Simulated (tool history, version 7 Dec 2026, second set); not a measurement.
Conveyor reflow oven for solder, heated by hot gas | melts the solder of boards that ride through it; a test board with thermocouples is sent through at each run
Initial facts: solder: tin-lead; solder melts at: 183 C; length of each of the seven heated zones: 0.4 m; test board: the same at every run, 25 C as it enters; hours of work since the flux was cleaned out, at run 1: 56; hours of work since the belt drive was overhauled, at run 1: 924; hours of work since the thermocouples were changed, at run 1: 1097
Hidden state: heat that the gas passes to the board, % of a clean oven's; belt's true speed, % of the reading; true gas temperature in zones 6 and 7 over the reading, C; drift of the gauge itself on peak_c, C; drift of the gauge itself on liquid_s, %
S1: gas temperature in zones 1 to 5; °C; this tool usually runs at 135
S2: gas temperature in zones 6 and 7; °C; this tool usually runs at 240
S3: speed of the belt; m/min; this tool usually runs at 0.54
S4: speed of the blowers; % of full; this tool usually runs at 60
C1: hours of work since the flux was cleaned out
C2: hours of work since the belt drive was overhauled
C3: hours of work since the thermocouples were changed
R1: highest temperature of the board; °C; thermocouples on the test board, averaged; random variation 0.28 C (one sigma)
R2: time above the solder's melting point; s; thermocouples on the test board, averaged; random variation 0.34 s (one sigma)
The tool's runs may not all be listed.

{"run": 1, "hour": 0.0, "S1": 135, "S2": 240, "S3": 0.54, "S4": 60, "C1": 56, "C2": 924, "C3": 1097, "R1": 228.4, "R2": 75.9}
{"run": 2, "hour": 55.5, "S1": 135, "S2": 240, "S3": 0.54, "S4": 60, "C1": 98, "C2": 966, "C3": 1139, "R1": 228.2, "R2": 75.2}
{"hour": 89.5, "done": "thermocouples of zones 6 and 7 changed"}
{"run": 3, "hour": 130.5, "S1": 135, "S2": 252, "S3": 0.54, "S4": 60, "C1": 154, "C2": 1021, "C3": 31, "R1": 236.1, "R2": 79.8}
{"hour": 153.3, "done": "flux residue cleaned out of gas plates and filters"}
{"run": 4, "hour": 219.6, "S1": 135, "S2": 252, "S3": 0.595, "S4": 60, "C1": 50, "C2": 1085, "C3": 95, "R1": 234.3, "R2": 72.3}
{"run": 5, "hour": 286.6, "S1": 135, "S2": 240, "S3": 0.54, "S4": 60, "C1": 101, "C2": 1136, "C3": 146, "R1": 226.1, "R2": 74.4}
{"run": 6, "hour": 339.8, "S1": 129, "S2": 240, "S3": 0.54, "S4": 60, "C1": 142, "C2": 1177, "C3": 186, "R1": 225.4, "R2": 71.3}
{"hour": 375.2, "done": "flux residue cleaned out of gas plates and filters"}
{"run": 7, "hour": 411.1, "S1": 129, "S2": 240, "S3": 0.54, "S4": 60, "C1": 27, "C2": 1227, "C3": 237, "R1": 226.2, "R2": 72.6}
{"run": 8, "hour": 458.4, "S1": 135, "S2": 240, "S3": 0.54, "S4": 60, "C1": 63, "C2": 1263, "C3": 273, "R1": 226.7, "R2": 74.4}
{"run": 9, "hour": 515.0, "S1": 135, "S2": 240, "S3": 0.54, "S4": 60, "C1": 106, "C2": 1306, "C3": 316, "R1": 227.1, "R2": 74.4}
{"hour": 549.3, "done": "belt drive overhauled, speed set with a stopwatch"}
{"run": 10, "hour": 572.0, "S1": 135, "S2": 240, "S3": 0.54, "S4": 60, "C1": 146, "C2": 17, "C3": 356, "R1": 225.5, "R2": 72.5}
{"hour": 600.9, "done": "flux residue cleaned out of gas plates and filters"}
{"run": 11, "hour": 635.1, "S1": 132, "S2": 240, "S3": 0.54, "S4": 60, "C1": 26, "C2": 61, "C3": 400, "R1": 226.1, "R2": 72.6}
{"run": 12, "hour": 678.1, "S1": 132, "S2": 240, "S3": 0.54, "S4": 60, "C1": 59, "C2": 94, "C3": 433, "R1": 226.4, "R2": 72.1}

What will run 13 give?
{"run": 13, "hour": 735.7, "S1": 132, "S2": 240, "S3": 0.54, "S4": 60, "C1": 102, "C2": 138, "C3": 476, "R1": "?", "R2": "?"}

R1: 226.1 °C
R2: 71.9 s
On a tool with no hidden condition, and with the same random variation, this run would have come out at R1 225.9 °C, R2 71.6 s.
